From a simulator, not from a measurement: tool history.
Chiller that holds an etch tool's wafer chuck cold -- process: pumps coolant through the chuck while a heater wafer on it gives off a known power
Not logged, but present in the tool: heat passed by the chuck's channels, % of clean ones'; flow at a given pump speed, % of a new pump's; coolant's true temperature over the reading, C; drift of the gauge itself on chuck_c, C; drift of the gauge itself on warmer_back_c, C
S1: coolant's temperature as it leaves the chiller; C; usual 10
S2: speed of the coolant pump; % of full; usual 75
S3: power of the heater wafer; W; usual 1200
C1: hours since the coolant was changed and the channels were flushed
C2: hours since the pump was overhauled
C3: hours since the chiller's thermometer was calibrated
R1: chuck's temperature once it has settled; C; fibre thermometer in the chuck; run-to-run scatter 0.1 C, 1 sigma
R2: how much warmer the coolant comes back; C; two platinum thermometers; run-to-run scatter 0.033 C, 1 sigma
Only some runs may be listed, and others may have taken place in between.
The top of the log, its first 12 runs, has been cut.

Run 13, hour 1132.1: usual settings but S1 1 C, S3 972 W; C1 489; C2 2547; C3 378. Result: R1 9.8 C, R2 3.79 C.
Run 14, hour 1214.5: usual settings but S1 1 C, S3 972 W; C1 572; C2 2629; C3 460. Result: R1 9.7 C, R2 3.76 C.
Run 15, hour 1343.3: usual settings but S1 1 C, S3 972 W; C1 701; C2 2758; C3 589. Result: R1 9.7 C, R2 3.77 C.
Run 16, hour 1451.2: usual settings but S1 1 C, S3 972 W; C1 809; C2 2866; C3 697. Result: R1 9.7 C, R2 3.78 C.
Run 17, hour 1566.1: usual settings; C1 923; C2 2981; C3 812. Result: R1 20.9 C, R2 4.57 C.
Run 18, hour 1695.5: usual settings but S1 14 C, S2 88 % of full, S3 827 W; C1 1053; C2 3110; C3 941. Result: R1 20.3 C, R2 2.69 C.
Run 19, hour 1747.5: usual settings but S3 1376 W; C1 1105; C2 3162; C3 993. Result: R1 22.2 C, R2 5.25 C.
Run 20, hour 1832.7: usual settings but S3 1376 W; C1 1190; C2 3247; C3 1078. Result: R1 22.4 C, R2 5.28 C.
Run 21, hour 1890.7: usual settings but S3 1376 W; C1 1248; C2 3305; C3 1136. Result: R1 22.4 C, R2 5.33 C.
Run 22, hour 1956.8: usual settings but S2 80 % of full, S3 1111 W; C1 1314; C2 3371; C3 1202. Result: R1 19.2 C, R2 4.04 C.
Run 23, hour 2079.0: usual settings but S1 19 C, S2 66 % of full, S3 609 W; C1 1436; C2 3493; C3 1325. Result: R1 25.0 C, R2 2.71 C.
Run 24, hour 2148.6: usual settings but S2 66 % of full; C1 1506; C2 3563; C3 1394. Result: R1 22.1 C, R2 5.28 C.
Run 25, hour 2216.9: usual settings but S3 1433 W; C1 1574; C2 3631; C3 1462. Result: R1 22.9 C, R2 5.50 C.
Run 26, hour 2342.1: usual settings but S1 5 C, S2 98 % of full, S3 1433 W; C1 1699; C2 3757; C3 1588. Result: R1 15.0 C, R2 4.16 C.
Run 27, hour 2424.2: usual settings but S1 9 C, S2 72 % of full; C1 1782; C2 3839; C3 1670. Result: R1 20.0 C, R2 4.86 C.
Run 28, hour 2497.7: usual settings but S1 9 C, S2 78 % of full, S3 681 W; C1 1855; C2 3912; C3 1743. Result: R1 14.8 C, R2 2.50 C.
At hour 2552.0: coolant pump overhauled.
Run 29, hour 2597.9: usual settings but S1 18 C, S2 64 % of full, S3 1229 W; C1 1950; C2 46; C3 1838. Result: R1 30.8 C, R2 5.59 C.
Run 30, hour 2672.6: usual settings but S1 1 C, S3 894 W; C1 2025; C2 121; C3 1913. Result: R1 9.1 C, R2 3.47 C.
Run 31, hour 2771.9: usual settings but S1 6 C, S2 83 % of full, S3 917 W; C1 2124; C2 220; C3 2013. Result: R1 13.4 C, R2 3.16 C.
Run 32, hour 2874.2: usual settings but S1 13 C, S2 64 % of full; C1 2227; C2 322; C3 2115. Result: R1 25.5 C, R2 5.46 C.
Run 33, hour 2935.5: usual settings but S1 13 C, S2 64 % of full; C1 2288; C2 383; C3 2176. Result: R1 25.7 C, R2 5.43 C.

Forecast each of these 3 alternatives for the next run:
Run A, hour 3011.8: usual settings but S1 18 C, S2 82 % of full; C1 2364; C2 460; C3 2252. Result: R1 ?, R2 ?.
Run B, hour 3011.8: usual settings but S1 13 C, S2 83 % of full, S3 689 W; C1 2364; C2 460; C3 2252. Result: R1 ?, R2 ?.
Run C, hour 3011.8: usual settings but S3 1149 W; C1 2364; C2 460; C3 2252. Result: R1 ?, R2 ?.

run    R1    R2
  A  27.9  4.24
  B  18.9  2.41
  C  20.3  4.44
Had the tool no hidden state, the same runs would have come out as:
run    R1    R2
  A  27.9  4.23
  B  18.9  2.40
  C  20.3  4.44
